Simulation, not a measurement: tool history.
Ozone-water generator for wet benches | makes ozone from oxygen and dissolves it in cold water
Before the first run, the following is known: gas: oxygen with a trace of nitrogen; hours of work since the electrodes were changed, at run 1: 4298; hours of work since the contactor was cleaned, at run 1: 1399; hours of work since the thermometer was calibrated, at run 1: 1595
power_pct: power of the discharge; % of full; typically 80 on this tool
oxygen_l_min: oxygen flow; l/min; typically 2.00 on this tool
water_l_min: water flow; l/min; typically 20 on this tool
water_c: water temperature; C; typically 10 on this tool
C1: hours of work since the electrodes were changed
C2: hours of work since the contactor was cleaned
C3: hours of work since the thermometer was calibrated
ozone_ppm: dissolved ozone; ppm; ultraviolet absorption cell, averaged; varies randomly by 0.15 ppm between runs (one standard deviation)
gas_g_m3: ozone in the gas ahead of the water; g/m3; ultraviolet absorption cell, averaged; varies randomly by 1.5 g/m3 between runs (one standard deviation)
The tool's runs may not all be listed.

{"run": 1, "hour": 0.0, "power_pct": 80, "oxygen_l_min": 2.0, "water_l_min": 20, "water_c": 10, "C1": 4298, "C2": 1399, "C3": 1595, "ozone_ppm": 17.5, "gas_g_m3": 265.6}
{"run": 2, "hour": 87.9, "power_pct": 80, "oxygen_l_min": 2.0, "water_l_min": 20, "water_c": 10, "C1": 4373, "C2": 1474, "C3": 1669, "ozone_ppm": 17.5, "gas_g_m3": 264.6}
{"run": 3, "hour": 191.3, "power_pct": 54, "oxygen_l_min": 2.0, "water_l_min": 20, "water_c": 10, "C1": 4460, "C2": 1561, "C3": 1756, "ozone_ppm": 12.6, "gas_g_m3": 190.8}
{"run": 4, "hour": 262.3, "power_pct": 89, "oxygen_l_min": 2.0, "water_l_min": 20, "water_c": 10, "C1": 4520, "C2": 1621, "C3": 1816, "ozone_ppm": 19.1, "gas_g_m3": 289.4}
{"run": 5, "hour": 363.8, "power_pct": 80, "oxygen_l_min": 2.0, "water_l_min": 20, "water_c": 10, "C1": 4606, "C2": 1707, "C3": 1902, "ozone_ppm": 17.3, "gas_g_m3": 263.1}
{"hour": 379.5, "done": "contactor cleaned"}
{"run": 6, "hour": 446.3, "power_pct": 80, "oxygen_l_min": 2.0, "water_l_min": 20, "water_c": 10, "C1": 4672, "C2": 57, "C3": 1969, "ozone_ppm": 17.2, "gas_g_m3": 263.6}
{"run": 7, "hour": 574.5, "power_pct": 80, "oxygen_l_min": 2.0, "water_l_min": 20, "water_c": 10, "C1": 4781, "C2": 165, "C3": 2077, "ozone_ppm": 17.0, "gas_g_m3": 262.1}
{"run": 8, "hour": 710.6, "power_pct": 80, "oxygen_l_min": 2.0, "water_l_min": 20, "water_c": 10, "C1": 4896, "C2": 280, "C3": 2192, "ozone_ppm": 17.3, "gas_g_m3": 263.6}
{"run": 9, "hour": 780.4, "power_pct": 69, "oxygen_l_min": 1.18, "water_l_min": 20, "water_c": 10, "C1": 4955, "C2": 339, "C3": 2251, "ozone_ppm": 13.8, "gas_g_m3": 332.6}
{"run": 10, "hour": 857.5, "power_pct": 69, "oxygen_l_min": 1.18, "water_l_min": 20, "water_c": 10, "C1": 5020, "C2": 404, "C3": 2316, "ozone_ppm": 14.1, "gas_g_m3": 328.5}
{"run": 11, "hour": 963.7, "power_pct": 69, "oxygen_l_min": 1.67, "water_l_min": 20, "water_c": 10, "C1": 5110, "C2": 494, "C3": 2406, "ozone_ppm": 14.9, "gas_g_m3": 262.0}
{"hour": 993.4, "done": "contactor cleaned, once more"}
{"run": 12, "hour": 1081.8, "power_pct": 69, "oxygen_l_min": 1.67, "water_l_min": 25, "water_c": 10, "C1": 5206, "C2": 75, "C3": 2502, "ozone_ppm": 12.0, "gas_g_m3": 261.2}
{"run": 13, "hour": 1195.9, "power_pct": 76, "oxygen_l_min": 1.63, "water_l_min": 23, "water_c": 14, "C1": 5303, "C2": 171, "C3": 2599, "ozone_ppm": 13.5, "gas_g_m3": 286.7}
{"run": 14, "hour": 1300.5, "power_pct": 76, "oxygen_l_min": 1.63, "water_l_min": 22, "water_c": 14, "C1": 5391, "C2": 260, "C3": 2687, "ozone_ppm": 14.4, "gas_g_m3": 286.5}
{"run": 15, "hour": 1438.7, "power_pct": 80, "oxygen_l_min": 2.1, "water_l_min": 20, "water_c": 10, "C1": 5508, "C2": 376, "C3": 2804, "ozone_ppm": 17.5, "gas_g_m3": 252.1}
{"run": 16, "hour": 1501.0, "power_pct": 74, "oxygen_l_min": 2.32, "water_l_min": 25, "water_c": 10, "C1": 5560, "C2": 429, "C3": 2857, "ozone_ppm": 13.3, "gas_g_m3": 221.3}

Branching from run 16: 5 alternative next runs. What would each branch give?
{"run": "A", "hour": 1576.8, "power_pct": 69, "oxygen_l_min": 2.0, "water_l_min": 20, "water_c": 10, "C1": 5625, "C2": 493, "C3": 2921, "ozone_ppm": "?", "gas_g_m3": "?"}
{"run": "B", "hour": 1576.8, "power_pct": 86, "oxygen_l_min": 3.16, "water_l_min": 24, "water_c": 10, "C1": 5625, "C2": 493, "C3": 2921, "ozone_ppm": "?", "gas_g_m3": "?"}
{"run": "C", "hour": 1576.8, "power_pct": 84, "oxygen_l_min": 2.32, "water_l_min": 25, "water_c": 10, "C1": 5625, "C2": 493, "C3": 2921, "ozone_ppm": "?", "gas_g_m3": "?"}
{"run": "D", "hour": 1576.8, "power_pct": 62, "oxygen_l_min": 2.32, "water_l_min": 25, "water_c": 10, "C1": 5625, "C2": 493, "C3": 2921, "ozone_ppm": "?", "gas_g_m3": "?"}
{"run": "E", "hour": 1576.8, "power_pct": 70, "oxygen_l_min": 2.29, "water_l_min": 20, "water_c": 7, "C1": 5625, "C2": 493, "C3": 2921, "ozone_ppm": "?", "gas_g_m3": "?"}

run=A ozone_ppm=15.3 gas_g_m3=232.6
run=B ozone_ppm=16.0 gas_g_m3=205.4
run=C ozone_ppm=14.6 gas_g_m3=243.8
run=D ozone_ppm=11.4 gas_g_m3=190.7
run=E ozone_ppm=16.4 gas_g_m3=214.6
What these runs would have given with no unlogged condition in the tool:
run=A ozone_ppm=16.7 gas_g_m3=250.9
run=B ozone_ppm=17.7 gas_g_m3=224.6
run=C ozone_ppm=16.1 gas_g_m3=266.4
run=D ozone_ppm=12.4 gas_g_m3=204.4
run=E ozone_ppm=17.9 gas_g_m3=231.8
